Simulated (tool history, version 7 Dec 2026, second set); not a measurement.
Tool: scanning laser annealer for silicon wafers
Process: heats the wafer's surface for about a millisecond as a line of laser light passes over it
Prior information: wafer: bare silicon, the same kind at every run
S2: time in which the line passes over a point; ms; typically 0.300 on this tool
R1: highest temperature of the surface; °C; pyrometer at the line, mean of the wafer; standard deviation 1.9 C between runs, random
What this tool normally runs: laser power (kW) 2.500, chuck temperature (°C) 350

{"run": 1, "hour": 0.0, "laser power (kW)": 2.5, "S2": 0.3, "chuck temperature (°C)": 350, "R1": 1154}
{"run": 2, "hour": 11.3, "laser power (kW)": 2.617, "S2": 0.3, "chuck temperature (°C)": 350, "R1": 1201}
{"run": 3, "hour": 22.3, "laser power (kW)": 2.617, "S2": 0.3, "chuck temperature (°C)": 350, "R1": 1196}
{"run": 4, "hour": 37.2, "laser power (kW)": 2.5, "S2": 0.347, "chuck temperature (°C)": 350, "R1": 1210}
{"run": 5, "hour": 45.3, "laser power (kW)": 2.5, "S2": 0.331, "chuck temperature (°C)": 350, "R1": 1194}
{"run": 6, "hour": 53.9, "laser power (kW)": 2.5, "S2": 0.331, "chuck temperature (°C)": 350, "R1": 1187}
{"run": 7, "hour": 63.6, "laser power (kW)": 2.5, "S2": 0.331, "chuck temperature (°C)": 350, "R1": 1189}
{"run": 8, "hour": 75.6, "laser power (kW)": 2.5, "S2": 0.3, "chuck temperature (°C)": 350, "R1": 1149}
{"run": 9, "hour": 91.5, "laser power (kW)": 2.5, "S2": 0.3, "chuck temperature (°C)": 383, "R1": 1184}
{"run": 10, "hour": 101.0, "laser power (kW)": 2.5, "S2": 0.3, "chuck temperature (°C)": 383, "R1": 1183}
{"run": 11, "hour": 112.4, "laser power (kW)": 2.683, "S2": 0.233, "chuck temperature (°C)": 334, "R1": 1107}
{"hour": 115.5, "done": "window over the wafer cleaned"}
{"run": 12, "hour": 127.1, "laser power (kW)": 2.683, "S2": 0.233, "chuck temperature (°C)": 334, "R1": 1103}
{"run": 13, "hour": 137.7, "laser power (kW)": 2.683, "S2": 0.26, "chuck temperature (°C)": 381, "R1": 1194}
{"run": 14, "hour": 150.6, "laser power (kW)": 2.318, "S2": 0.259, "chuck temperature (°C)": 323, "R1": 1004}
{"run": 15, "hour": 164.4, "laser power (kW)": 2.5, "S2": 0.367, "chuck temperature (°C)": 383, "R1": 1256}
{"run": 16, "hour": 172.0, "laser power (kW)": 2.5, "S2": 0.367, "chuck temperature (°C)": 383, "R1": 1258}
{"run": 17, "hour": 184.5, "laser power (kW)": 2.5, "S2": 0.367, "chuck temperature (°C)": 383, "R1": 1259}
{"hour": 188.0, "done": "window over the wafer cleaned, once more"}
{"run": 18, "hour": 201.9, "laser power (kW)": 2.142, "S2": 0.309, "chuck temperature (°C)": 356, "R1": 1037}
{"run": 19, "hour": 208.7, "laser power (kW)": 2.142, "S2": 0.309, "chuck temperature (°C)": 356, "R1": 1035}
{"run": 20, "hour": 217.3, "laser power (kW)": 2.142, "S2": 0.277, "chuck temperature (°C)": 356, "R1": 1000}

4 ways to go on from here, each from the tool as it stands after run 20. What would each give?
{"run": "A", "hour": 228.1, "laser power (kW)": 2.557, "S2": 0.216, "chuck temperature (°C)": 377, "R1": "?"}
{"run": "B", "hour": 228.1, "laser power (kW)": 2.372, "S2": 0.302, "chuck temperature (°C)": 341, "R1": "?"}
{"run": "C", "hour": 228.1, "laser power (kW)": 2.353, "S2": 0.264, "chuck temperature (°C)": 327, "R1": "?"}
{"run": "D", "hour": 228.1, "laser power (kW)": 2.67, "S2": 0.347, "chuck temperature (°C)": 340, "R1": "?"}

run=A R1=1079
run=B R1=1098
run=C R1=1031
run=D R1=1269
What these runs would have given with no unlogged condition in the tool:
run=A R1=1084
run=B R1=1103
run=C R1=1036
run=D R1=1275
